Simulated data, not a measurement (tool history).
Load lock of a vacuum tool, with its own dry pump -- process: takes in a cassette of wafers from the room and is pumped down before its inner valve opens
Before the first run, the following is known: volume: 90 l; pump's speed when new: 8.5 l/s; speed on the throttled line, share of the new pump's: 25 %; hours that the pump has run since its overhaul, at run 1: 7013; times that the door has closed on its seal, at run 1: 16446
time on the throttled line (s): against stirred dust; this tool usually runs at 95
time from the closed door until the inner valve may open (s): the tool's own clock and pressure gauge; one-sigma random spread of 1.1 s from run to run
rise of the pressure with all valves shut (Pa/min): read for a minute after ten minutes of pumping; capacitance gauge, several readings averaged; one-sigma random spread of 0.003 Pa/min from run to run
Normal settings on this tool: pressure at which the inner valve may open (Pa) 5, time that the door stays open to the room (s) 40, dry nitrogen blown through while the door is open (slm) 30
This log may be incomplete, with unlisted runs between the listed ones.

run	day	time on the throttled line (s)	pressure at which the inner valve may open (Pa)	time that the door stays open to the room (s)	dry nitrogen blown through while the door is open (slm)	hours that the pump has run since its overhaul	times that the door has closed on its seal	incoming humidity of the room's air, %	time from the closed door until the inner valve may open (s)	rise of the pressure with all valves shut (Pa/min)
1	0.000	95	5	40	30	7013	16446	43.5	189.2	0.038
2	4.742	95	5	40	30	7127	16777	45.9	188.2	0.038
3	8.467	95	5	56	30	7217	17036	42.3	187.1	0.038
4	13.029	115	5	56	30	7326	17354	45.6	207.3	0.043
5	19.342	115	5	56	30	7478	17793	45.5	201.5	0.043
6	22.396	124	5	40	30	7551	18006	45.6	211.4	0.044
7	27.546	124	5	40	30	7675	18364	46.9	212.0	0.042
8	30.458	164	5	40	30	7744	18567	45.4	239.2	0.045
9	36.183	95	5	33	30	7882	18965	45.1	188.9	0.042
10	42.217	96	10	150	5	8027	19386	41.7	180.0	0.065
11	47.696	96	10	150	5	8158	19767	43.7	181.4	0.074
12	51.892	95	5	33	19	8259	20059	40.1	192.1	0.055
13	58.225	95	7	37	19	8411	20500	42.7	186.7	0.048
14	62.658	95	7	37	6	8517	20809	43.2	187.5	0.063
15	66.033	92	5	26	30	8598	21043	43.3	188.3	0.048

Run 16 is up next; what results do you expect?
16	68.879	105	5	40	20	8667	21242	48.3	?	?

time from the closed door until the inner valve may open (s): 197.4
rise of the pressure with all valves shut (Pa/min): 0.054
Had the tool carried no hidden state, the very same run would have given time from the closed door until the inner valve may open (s) 185.5, rise of the pressure with all valves shut (Pa/min) 0.010.

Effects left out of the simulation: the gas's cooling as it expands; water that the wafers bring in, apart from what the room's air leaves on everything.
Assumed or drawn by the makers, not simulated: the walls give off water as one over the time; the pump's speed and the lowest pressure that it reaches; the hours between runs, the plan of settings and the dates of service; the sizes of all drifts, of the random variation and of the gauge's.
